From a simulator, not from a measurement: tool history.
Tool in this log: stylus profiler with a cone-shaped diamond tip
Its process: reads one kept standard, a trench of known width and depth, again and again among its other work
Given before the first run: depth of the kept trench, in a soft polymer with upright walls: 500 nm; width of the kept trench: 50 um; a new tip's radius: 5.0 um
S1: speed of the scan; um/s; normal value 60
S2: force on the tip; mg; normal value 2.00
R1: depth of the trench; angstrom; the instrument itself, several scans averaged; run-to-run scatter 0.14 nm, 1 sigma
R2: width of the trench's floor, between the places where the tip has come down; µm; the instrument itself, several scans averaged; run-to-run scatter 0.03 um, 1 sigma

{"run": 1, "hour": 0.0, "S1": 60, "S2": 2.0, "R1": 5029.0, "R2": 45.41}
{"run": 2, "hour": 13.5, "S1": 60, "S2": 2.0, "R1": 5028.7, "R2": 45.44}
{"run": 3, "hour": 42.1, "S1": 60, "S2": 2.0, "R1": 5027.0, "R2": 45.39}
{"run": 4, "hour": 69.1, "S1": 34, "S2": 2.0, "R1": 5027.0, "R2": 45.54}
{"run": 5, "hour": 87.5, "S1": 34, "S2": 2.0, "R1": 5029.4, "R2": 45.59}
{"run": 6, "hour": 102.0, "S1": 60, "S2": 3.94, "R1": 5043.8, "R2": 45.51}
{"run": 7, "hour": 114.0, "S1": 60, "S2": 3.94, "R1": 5045.7, "R2": 45.49}
{"run": 8, "hour": 130.0, "S1": 60, "S2": 5.29, "R1": 5054.9, "R2": 45.51}
{"run": 9, "hour": 153.1, "S1": 60, "S2": 2.0, "R1": 5026.6, "R2": 45.43}
{"run": 10, "hour": 182.2, "S1": 60, "S2": 2.0, "R1": 5028.4, "R2": 45.43}
{"run": 11, "hour": 204.0, "S1": 184, "S2": 2.0, "R1": 5029.0, "R2": 45.04}
{"run": 12, "hour": 222.6, "S1": 134, "S2": 2.0, "R1": 5028.8, "R2": 45.19}
{"run": 13, "hour": 246.3, "S1": 134, "S2": 2.0, "R1": 5030.2, "R2": 45.19}
{"run": 14, "hour": 269.4, "S1": 134, "S2": 2.0, "R1": 5027.5, "R2": 45.19}
{"run": 15, "hour": 288.1, "S1": 59, "S2": 2.0, "R1": 5029.1, "R2": 45.45}
{"run": 16, "hour": 308.4, "S1": 59, "S2": 2.0, "R1": 5027.3, "R2": 45.45}
{"run": 17, "hour": 331.3, "S1": 60, "S2": 2.0, "R1": 5028.7, "R2": 45.4}
{"run": 18, "hour": 352.4, "S1": 60, "S2": 2.0, "R1": 5030.4, "R2": 45.37}
{"run": 19, "hour": 371.7, "S1": 60, "S2": 2.0, "R1": 5030.5, "R2": 45.49}
{"run": 20, "hour": 391.1, "S1": 60, "S2": 2.0, "R1": 5028.4, "R2": 45.48}
{"run": 21, "hour": 411.1, "S1": 31, "S2": 2.0, "R1": 5029.9, "R2": 45.56}
{"run": 22, "hour": 424.2, "S1": 31, "S2": 2.0, "R1": 5029.9, "R2": 45.55}
{"run": 23, "hour": 436.8, "S1": 34, "S2": 1.35, "R1": 5023.0, "R2": 45.52}
{"run": 24, "hour": 450.9, "S1": 34, "S2": 1.35, "R1": 5019.2, "R2": 45.5}
{"run": 25, "hour": 471.0, "S1": 34, "S2": 1.35, "R1": 5020.7, "R2": 45.49}
{"run": 26, "hour": 497.3, "S1": 49, "S2": 1.56, "R1": 5024.9, "R2": 45.48}
{"run": 27, "hour": 517.3, "S1": 36, "S2": 0.69, "R1": 5013.8, "R2": 45.45}
{"run": 28, "hour": 539.5, "S1": 49, "S2": 3.54, "R1": 5042.4, "R2": 45.49}
{"run": 29, "hour": 564.7, "S1": 26, "S2": 2.14, "R1": 5030.0, "R2": 45.58}
{"run": 30, "hour": 586.4, "S1": 26, "S2": 2.14, "R1": 5028.8, "R2": 45.58}
{"run": 31, "hour": 609.1, "S1": 22, "S2": 0.91, "R1": 5015.4, "R2": 45.56}
{"run": 32, "hour": 622.9, "S1": 22, "S2": 0.91, "R1": 5018.7, "R2": 45.55}
{"run": 33, "hour": 648.3, "S1": 22, "S2": 0.91, "R1": 5016.0, "R2": 45.48}
{"run": 34, "hour": 676.4, "S1": 206, "S2": 0.97, "R1": 5018.2, "R2": 44.71}
{"run": 35, "hour": 705.3, "S1": 79, "S2": 0.97, "R1": 5015.6, "R2": 45.26}
{"run": 36, "hour": 734.2, "S1": 79, "S2": 0.97, "R1": 5019.6, "R2": 45.24}
{"run": 37, "hour": 752.6, "S1": 79, "S2": 3.65, "R1": 5043.8, "R2": 45.48}
{"run": 38, "hour": 765.1, "S1": 79, "S2": 3.65, "R1": 5042.8, "R2": 45.47}
{"run": 39, "hour": 793.7, "S1": 46, "S2": 5.58, "R1": 5057.2, "R2": 45.59}
{"run": 40, "hour": 817.8, "S1": 22, "S2": 0.85, "R1": 5016.7, "R2": 45.52}
{"run": 41, "hour": 839.3, "S1": 22, "S2": 0.85, "R1": 5016.8, "R2": 45.59}
{"run": 42, "hour": 868.7, "S1": 18, "S2": 1.86, "R1": 5025.2, "R2": 45.6}
{"run": 43, "hour": 895.4, "S1": 96, "S2": 3.39, "R1": 5039.6, "R2": 45.38}
{"run": 44, "hour": 908.2, "S1": 35, "S2": 2.36, "R1": 5032.7, "R2": 45.56}

Here are 3 independent what-if runs from the current tool condition. What would each one return?
{"run": "A", "hour": 924.7, "S1": 19, "S2": 2.39, "R1": "?", "R2": "?"}
{"run": "B", "hour": 924.7, "S1": 19, "S2": 1.02, "R1": "?", "R2": "?"}
{"run": "C", "hour": 924.7, "S1": 177, "S2": 1.04, "R1": "?", "R2": "?"}

run=A R1=5032.7 R2=45.56
run=B R1=5018.4 R2=45.58
run=C R1=5018.1 R2=44.87
What these runs would have given with no unlogged condition in the tool:
run=A R1=5032.8 R2=45.57
run=B R1=5018.5 R2=45.59
run=C R1=5018.2 R2=44.87
